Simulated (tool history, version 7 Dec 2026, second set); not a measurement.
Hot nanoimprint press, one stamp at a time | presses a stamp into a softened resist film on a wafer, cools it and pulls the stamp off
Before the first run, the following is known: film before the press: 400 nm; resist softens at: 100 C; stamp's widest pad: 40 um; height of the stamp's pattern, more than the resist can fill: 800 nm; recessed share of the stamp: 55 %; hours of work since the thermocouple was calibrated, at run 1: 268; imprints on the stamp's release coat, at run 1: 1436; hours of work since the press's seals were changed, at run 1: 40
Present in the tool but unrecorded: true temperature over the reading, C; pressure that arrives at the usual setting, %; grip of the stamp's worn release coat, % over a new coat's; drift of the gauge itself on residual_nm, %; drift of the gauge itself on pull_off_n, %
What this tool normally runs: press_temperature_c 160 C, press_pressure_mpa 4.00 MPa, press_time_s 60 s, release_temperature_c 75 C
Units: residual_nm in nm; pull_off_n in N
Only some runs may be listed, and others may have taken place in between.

| run | hour | press_temperature_c | press_pressure_mpa | press_time_s | release_temperature_c | hours of work since the thermocouple was calibrated | imprints on the stamp's release coat | hours of work since the press's seals were changed | residual_nm | pull_off_n |
|---|---|---|---|---|---|---|---|---|---|---|
| 1 | 0.0 | 160 | 4.00 | 60 | 75 | 268 | 1436 | 40 | 173.8 | 217 |
| 2 | 21.1 | 160 | 4.00 | 60 | 75 | 277 | 1497 | 49 | 172.6 | 213 |
| 3 | 54.9 | 160 | 4.00 | 60 | 75 | 292 | 1595 | 64 | 172.5 | 206 |
| 4 | 85.4 | 160 | 4.00 | 60 | 75 | 306 | 1684 | 78 | 172.8 | 211 |
| 5 | 110.4 | 160 | 4.00 | 60 | 75 | 317 | 1756 | 89 | 172.9 | 209 |
| 6 | 133.7 | 160 | 4.00 | 60 | 75 | 328 | 1824 | 100 | 173.8 | 210 |
| 7 | 164.4 | 160 | 4.00 | 60 | 75 | 342 | 1913 | 114 | 173.3 | 204 |
| 8 | 183.7 | 160 | 4.00 | 60 | 75 | 350 | 1970 | 122 | 173.1 | 206 |
| 9 | 214.2 | 160 | 4.00 | 60 | 75 | 364 | 2058 | 136 | 174.7 | 210 |
| 10 | 244.0 | 160 | 4.00 | 56 | 75 | 377 | 2145 | 149 | 178.4 | 209 |
| 11 | 268.3 | 160 | 4.00 | 60 | 75 | 388 | 2216 | 160 | 174.5 | 211 |
| 12 | 284.4 | 160 | 4.00 | 60 | 63 | 396 | 2262 | 168 | 174.1 | 224 |
| 13 | 310.5 | 160 | 4.00 | 60 | 63 | 407 | 2338 | 179 | 174.5 | 223 |
|  | 336.0 | stamp cleaned and given a new release coat |
| 14 | 340.4 | 160 | 4.00 | 60 | 63 | 418 | 13 | 190 | 174.6 | 222 |
| 15 | 374.0 | 160 | 4.00 | 60 | 63 | 433 | 111 | 205 | 174.3 | 217 |
| 16 | 397.6 | 168 | 5.56 | 60 | 75 | 444 | 179 | 216 | 103.5 | 214 |
| 17 | 414.4 | 160 | 4.57 | 39 | 75 | 451 | 228 | 223 | 193.8 | 204 |
| 18 | 449.6 | 153 | 4.57 | 54 | 62 | 467 | 330 | 239 | 234.8 | 225 |
| 19 | 466.1 | 167 | 5.45 | 41 | 61 | 475 | 378 | 247 | 129.2 | 224 |
| 20 | 484.8 | 160 | 3.75 | 45 | 75 | 483 | 432 | 255 | 199.6 | 211 |
| 21 | 505.0 | 170 | 4.00 | 56 | 75 | 492 | 491 | 264 | 116.4 | 208 |
| 22 | 531.4 | 160 | 3.31 | 45 | 75 | 504 | 568 | 276 | 211.5 | 211 |
| 23 | 559.8 | 160 | 3.31 | 45 | 75 | 517 | 651 | 289 | 211.4 | 209 |

Expected results for the next run?
|  | 590.2 | plate thermocouple calibrated |
| 24 | 592.1 | 169 | 4.10 | 58 | 79 | 1 | 736 | 302 | ? | ? |

residual_nm: 118.2 nm
pull_off_n: 206 N
Without the tool's hidden state the same run would have given residual_nm 116.6 nm, pull_off_n 206 N.

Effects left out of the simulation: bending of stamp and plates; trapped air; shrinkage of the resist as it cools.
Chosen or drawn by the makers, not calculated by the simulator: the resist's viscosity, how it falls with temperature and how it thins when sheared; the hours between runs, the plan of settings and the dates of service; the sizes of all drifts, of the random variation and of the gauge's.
